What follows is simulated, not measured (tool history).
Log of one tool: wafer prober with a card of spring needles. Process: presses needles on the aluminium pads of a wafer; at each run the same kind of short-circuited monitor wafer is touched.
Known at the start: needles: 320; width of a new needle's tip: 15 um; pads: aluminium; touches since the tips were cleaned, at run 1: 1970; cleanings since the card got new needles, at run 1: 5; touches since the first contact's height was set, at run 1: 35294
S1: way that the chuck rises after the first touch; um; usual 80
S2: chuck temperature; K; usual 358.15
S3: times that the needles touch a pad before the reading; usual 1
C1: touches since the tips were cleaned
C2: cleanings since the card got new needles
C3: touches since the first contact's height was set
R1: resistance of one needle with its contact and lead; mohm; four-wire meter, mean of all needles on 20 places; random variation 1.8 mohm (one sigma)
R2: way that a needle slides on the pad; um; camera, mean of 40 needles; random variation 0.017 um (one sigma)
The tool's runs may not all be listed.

{"run": 1, "hour": 0.0, "S1": 80, "S2": 358.15, "S3": 1, "C1": 1970, "C2": 5, "C3": 35294, "R1": 218, "R2": 18.17}
{"run": 2, "hour": 10.2, "S1": 87, "S2": 358.15, "S3": 1, "C1": 4511, "C2": 5, "C3": 37835, "R1": 230, "R2": 19.71}
{"hour": 15.8, "done": "tips cleaned on abrasive film"}
{"run": 3, "hour": 26.3, "S1": 87, "S2": 358.15, "S3": 1, "C1": 2600, "C2": 6, "C3": 41812, "R1": 222, "R2": 19.7}
{"run": 4, "hour": 35.0, "S1": 87, "S2": 333.15, "S3": 1, "C1": 4769, "C2": 6, "C3": 43981, "R1": 228, "R2": 19.74}
{"hour": 40.0, "done": "tips cleaned on abrasive film"}
{"run": 5, "hour": 46.2, "S1": 87, "S2": 333.15, "S3": 1, "C1": 1542, "C2": 7, "C3": 46751, "R1": 215, "R2": 19.66}
{"run": 6, "hour": 57.9, "S1": 87, "S2": 333.15, "S3": 1, "C1": 4456, "C2": 7, "C3": 49665, "R1": 225, "R2": 19.66}
{"hour": 64.6, "done": "tips cleaned on abrasive film"}
{"run": 7, "hour": 69.0, "S1": 87, "S2": 333.15, "S3": 1, "C1": 1098, "C2": 8, "C3": 52408, "R1": 202, "R2": 19.67}
{"hour": 88.6, "done": "tips cleaned on abrasive film"}
{"run": 8, "hour": 88.6, "S1": 87, "S2": 333.15, "S3": 1, "C1": 0, "C2": 9, "C3": 57270, "R1": 191, "R2": 19.67}
{"run": 9, "hour": 97.8, "S1": 87, "S2": 333.15, "S3": 1, "C1": 2287, "C2": 9, "C3": 59557, "R1": 214, "R2": 19.65}
{"hour": 113.3, "done": "tips cleaned on abrasive film"}
{"run": 10, "hour": 115.4, "S1": 87, "S2": 333.15, "S3": 1, "C1": 536, "C2": 10, "C3": 63931, "R1": 199, "R2": 19.64}
{"run": 11, "hour": 124.3, "S1": 87, "S2": 333.15, "S3": 1, "C1": 2759, "C2": 10, "C3": 66154, "R1": 221, "R2": 19.65}
{"run": 12, "hour": 134.2, "S1": 80, "S2": 358.15, "S3": 1, "C1": 5229, "C2": 10, "C3": 68624, "R1": 236, "R2": 18.04}
{"hour": 137.4, "done": "tips cleaned on abrasive film"}
{"run": 13, "hour": 153.8, "S1": 80, "S2": 358.15, "S3": 1, "C1": 4100, "C2": 11, "C3": 73479, "R1": 237, "R2": 18.01}
{"hour": 161.8, "done": "tips cleaned on abrasive film"}
{"run": 14, "hour": 174.6, "S1": 80, "S2": 358.15, "S3": 1, "C1": 3171, "C2": 12, "C3": 78623, "R1": 234, "R2": 18.02}
{"hour": 186.4, "done": "tips cleaned on abrasive film"}
{"run": 15, "hour": 195.7, "S1": 80, "S2": 358.15, "S3": 1, "C1": 2317, "C2": 13, "C3": 83867, "R1": 230, "R2": 18.01}
{"hour": 197.7, "done": "height of the first contact set anew"}
{"hour": 210.6, "done": "tips cleaned on abrasive film"}
{"run": 16, "hour": 210.6, "S1": 80, "S2": 358.15, "S3": 1, "C1": 0, "C2": 14, "C3": 3183, "R1": 198, "R2": 17.89}
{"run": 17, "hour": 219.7, "S1": 80, "S2": 358.15, "S3": 1, "C1": 2281, "C2": 14, "C3": 5464, "R1": 222, "R2": 17.9}
{"hour": 235.6, "done": "tips cleaned on abrasive film"}
{"run": 18, "hour": 240.6, "S1": 87, "S2": 358.15, "S3": 2, "C1": 1235, "C2": 15, "C3": 10637, "R1": 203, "R2": 19.45}
{"hour": 250.9, "done": "height of the first contact set anew, once more"}
{"run": 19, "hour": 253.3, "S1": 87, "S2": 358.15, "S3": 2, "C1": 4337, "C2": 15, "C3": 594, "R1": 216, "R2": 19.8}
{"hour": 260.6, "done": "tips cleaned on abrasive film"}
{"run": 20, "hour": 272.0, "S1": 87, "S2": 358.15, "S3": 2, "C1": 2853, "C2": 16, "C3": 5233, "R1": 211, "R2": 19.8}
{"hour": 284.3, "done": "tips cleaned on abrasive film"}
{"run": 21, "hour": 289.9, "S1": 87, "S2": 358.15, "S3": 3, "C1": 1406, "C2": 17, "C3": 9665, "R1": 200, "R2": 19.78}
{"run": 22, "hour": 300.2, "S1": 80, "S2": 332.15, "S3": 1, "C1": 3971, "C2": 17, "C3": 12230, "R1": 230, "R2": 18.2}
{"hour": 308.6, "done": "tips cleaned on abrasive film"}
{"run": 23, "hour": 312.9, "S1": 68, "S2": 329.15, "S3": 2, "C1": 1066, "C2": 18, "C3": 15364, "R1": 208, "R2": 15.42}
{"run": 24, "hour": 326.3, "S1": 89, "S2": 303.15, "S3": 1, "C1": 4401, "C2": 18, "C3": 18699, "R1": 222, "R2": 20.23}
{"hour": 332.8, "done": "tips cleaned on abrasive film"}
{"run": 25, "hour": 343.9, "S1": 89, "S2": 303.15, "S3": 1, "C1": 2751, "C2": 19, "C3": 23057, "R1": 213, "R2": 20.23}
{"hour": 356.8, "done": "tips cleaned on abrasive film"}
{"run": 26, "hour": 360.9, "S1": 84, "S2": 358.15, "S3": 1, "C1": 1014, "C2": 20, "C3": 27282, "R1": 212, "R2": 19.05}
{"run": 27, "hour": 372.0, "S1": 80, "S2": 382.15, "S3": 1, "C1": 3779, "C2": 20, "C3": 30047, "R1": 239, "R2": 18.13}
{"hour": 380.7, "done": "tips cleaned on abrasive film"}
{"run": 28, "hour": 391.6, "S1": 80, "S2": 301.15, "S3": 1, "C1": 2711, "C2": 21, "C3": 34907, "R1": 223, "R2": 18.15}
{"run": 29, "hour": 404.1, "S1": 80, "S2": 301.15, "S3": 1, "C1": 5821, "C2": 21, "C3": 38017, "R1": 240, "R2": 18.14}
{"hour": 406.0, "done": "tips cleaned on abrasive film"}
{"run": 30, "hour": 412.9, "S1": 76, "S2": 301.15, "S3": 1, "C1": 1721, "C2": 22, "C3": 40201, "R1": 213, "R2": 17.19}
{"hour": 429.8, "done": "tips cleaned on abrasive film"}
{"run": 31, "hour": 431.2, "S1": 76, "S2": 301.15, "S3": 1, "C1": 333, "C2": 23, "C3": 44719, "R1": 195, "R2": 17.21}
{"run": 32, "hour": 451.0, "S1": 63, "S2": 358.15, "S3": 2, "C1": 5264, "C2": 23, "C3": 49650, "R1": 237, "R2": 14.19}
{"hour": 455.0, "done": "tips cleaned on abrasive film"}
{"run": 33, "hour": 462.5, "S1": 63, "S2": 358.15, "S3": 2, "C1": 1860, "C2": 24, "C3": 52498, "R1": 218, "R2": 14.2}

5 ways to go on from here, each from the tool as it stands after run 33. What would each give?
{"hour": 478.7, "done": "tips cleaned on abrasive film"}
{"run": "A", "hour": 479.2, "S1": 65, "S2": 320.15, "S3": 1, "C1": 122, "C2": 25, "C3": 56646, "R1": "?", "R2": "?"}
{"hour": 478.7, "done": "tips cleaned on abrasive film"}
{"run": "B", "hour": 479.2, "S1": 78, "S2": 358.15, "S3": 1, "C1": 122, "C2": 25, "C3": 56646, "R1": "?", "R2": "?"}
{"hour": 478.7, "done": "tips cleaned on abrasive film"}
{"run": "C", "hour": 479.2, "S1": 63, "S2": 358.15, "S3": 1, "C1": 122, "C2": 25, "C3": 56646, "R1": "?", "R2": "?"}
{"hour": 478.7, "done": "tips cleaned on abrasive film"}
{"run": "D", "hour": 479.2, "S1": 70, "S2": 337.15, "S3": 2, "C1": 122, "C2": 25, "C3": 56646, "R1": "?", "R2": "?"}
{"hour": 478.7, "done": "tips cleaned on abrasive film"}
{"run": "E", "hour": 479.2, "S1": 63, "S2": 358.15, "S3": 1, "C1": 122, "C2": 25, "C3": 56646, "R1": "?", "R2": "?"}

run=A R1=196 R2=14.62
run=B R1=200 R2=17.57
run=C R1=205 R2=14.18
run=D R1=196 R2=15.79
run=E R1=204 R2=14.18
Without the tool's hidden state the same runs would have given:
run=A R1=187 R2=14.79
run=B R1=194 R2=17.74
run=C R1=196 R2=14.35
run=D R1=191 R2=15.96
run=E R1=195 R2=14.35
